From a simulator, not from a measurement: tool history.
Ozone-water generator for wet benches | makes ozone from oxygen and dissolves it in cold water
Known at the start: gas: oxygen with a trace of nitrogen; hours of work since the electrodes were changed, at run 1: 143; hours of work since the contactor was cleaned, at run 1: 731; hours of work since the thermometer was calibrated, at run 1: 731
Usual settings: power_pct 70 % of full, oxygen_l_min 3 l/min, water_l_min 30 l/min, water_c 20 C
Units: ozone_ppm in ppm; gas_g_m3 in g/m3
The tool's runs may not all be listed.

run	day	power_pct	oxygen_l_min	water_l_min	water_c	hours of work since the electrodes were changed	hours of work since the contactor was cleaned	hours of work since the thermometer was calibrated	ozone_ppm	gas_g_m3
1	0	70	3	30	20	143	731	731	11	190.5
2	3.862	70	3	30	20	204	792	792	11.2	190.4
3	11.517	70	3	30	20	326	914	914	10.8	189
4	18.067	70	3	30	20	430	1018	1018	10.8	186.7
5	23.262	70	3	30	20	513	1101	1101	10.8	184
6	27.946	70	4.3	30	20	587	1176	1176	11.6	157.2
7	34.975	70	3	30	20	699	1287	1287	10.7	184.8
8	39.567	61	4.61	30	20	772	1360	1360	10.8	137.3
9	44.371	61	1.97	30	20	849	1437	1437	8.6	205.2
10	52.138	61	1.97	30	20	972	1561	1561	8.6	204.6
11	55.929	89	3	35	21	1033	1621	1621	10.3	213.7
12	60.488	42	3	23	25	1105	1693	1693	9.3	128.6
13	67.6	42	3	23	25	1218	1807	1807	9.1	129.3

Forecast each of these 4 alternatives for the next run:
A	73.379	43	2.26	41	25	1310	1898	1898	?	?
B	73.379	59	3	23	25	1310	1898	1898	?	?
C	73.379	70	3	30	24	1310	1898	1898	?	?
D	73.379	42	2.42	25	14	1310	1898	1898	?	?

run	ozone_ppm	gas_g_m3
A	4.9	150.5
B	11.3	161.6
C	9.9	179
D	8.8	144.3
Without the tool's hidden state the same runs would have given:
run	ozone_ppm	gas_g_m3
A	5.3	157
B	12.3	170.9
C	11	190.7
D	9.5	150.4
